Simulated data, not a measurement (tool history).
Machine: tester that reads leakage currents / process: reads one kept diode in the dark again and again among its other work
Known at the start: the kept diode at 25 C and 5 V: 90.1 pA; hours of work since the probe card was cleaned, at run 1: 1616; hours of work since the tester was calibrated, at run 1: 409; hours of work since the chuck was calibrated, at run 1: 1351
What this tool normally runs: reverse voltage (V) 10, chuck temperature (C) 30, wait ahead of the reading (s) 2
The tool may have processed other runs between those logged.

run      day  reverse voltage (V)  chuck temperature (C)  wait ahead of the reading (s)  hours of work since the probe card was cleaned  hours of work since the tester was calibrated  hours of work since the chuck was calibrated  current that the tester gives (pA)
  1        0                   10                     30                              2                                            1616                                            409                                          1351                               172.9
  2    3.242                   10                     30                              2                                            1668                                            460                                          1402                              174.02
       8.842  -- probe card cleaned and baked
  3    9.158                   10                     30                              2                                               5                                            553                                          1495                              173.81
  4   13.258                  3.1                     30                              2                                              70                                            618                                          1560                              114.61
  5   17.121                   10                     30                              2                                             132                                            680                                          1622                              172.52
  6   20.246                   10                     30                              2                                             182                                            730                                          1672                               173.3
  7   25.921                   10                     30                              2                                             272                                            820                                          1762                              171.73
  8   29.362                   10                     30                              2                                             327                                            875                                          1817                              172.83
  9   32.096                   10                     42                              2                                             371                                            919                                          1861                              434.04
 10   34.933                   10                     30                              2                                             416                                            964                                          1906                              172.33
 11   40.433                   10                     30                              2                                             504                                           1052                                          1994                              174.41
 12     44.4                   10                     30                              2                                             567                                           1115                                          2057                              172.55
      46.312  -- chuck's temperature calibrated
 13   48.929                   10                     30                              2                                             638                                           1186                                            42                              173.33
 14   51.912                   10                     30                              2                                             686                                           1233                                            89                              173.76
 15   57.125                   10                     30                           0.35                                             769                                           1316                                           172                              174.46
 16     60.7                   10                     30                              2                                             826                                           1374                                           229                              173.35
 17     63.7                  3.1                     30                           8.69                                             874                                           1421                                           277                              114.96
 18   67.683                  3.5                     30                           3.55                                             937                                           1485                                           341                              119.31
 19   70.108                 14.1                     21                           5.16                                             976                                           1524                                           379                               92.98
 20   73.346                 14.1                     21                           5.16                                            1028                                           1575                                           431                               92.96
 21   78.954                  2.1                     32                           4.29                                            1117                                           1665                                           521                              117.79
 22   81.575                  2.1                     32                           4.29                                            1159                                           1706                                           562                               117.7
 23   84.462                  2.6                     57                           1.61                                            1205                                           1752                                           608                              790.45
 24   90.217                 19.7                     60                           0.91                                            1297                                           1844                                           700                              1955.8
 25   94.471                 19.7                     60                           0.91                                            1364                                           1912                                           768                             1951.94
 26   96.833                  1.4                     23                              2                                            1402                                           1950                                           806                               48.83
 27  100.454                   10                     47                              2                                            1460                                           2008                                           863                              628.58
 28  103.804                  5.5                     47                           9.86                                            1513                                           2061                                           917                              507.91
 29  107.917                  5.5                     47                           9.86                                            1579                                           2127                                           983                               509.3
 30  112.812                  5.5                     47                           9.86                                            1657                                           2205                                          1061                              508.24
 31  115.512                  5.5                     23                           5.04                                            1700                                           2248                                          1104                               78.82

Hidden state at the last listed run before each entry between runs and at the first one after, where it differs:
Run 2 -> run 3: probe card cleaned and baked (day 8.842)
  stray current of the dirty probe card, pA a volt: 0.036 -> 0.02
Run 12 -> run 13: chuck's temperature calibrated (day 46.312)
  stray current of the dirty probe card, pA a volt: 0.026 -> 0.027; true chuck temperature over the reading, C: -0.01 -> 0

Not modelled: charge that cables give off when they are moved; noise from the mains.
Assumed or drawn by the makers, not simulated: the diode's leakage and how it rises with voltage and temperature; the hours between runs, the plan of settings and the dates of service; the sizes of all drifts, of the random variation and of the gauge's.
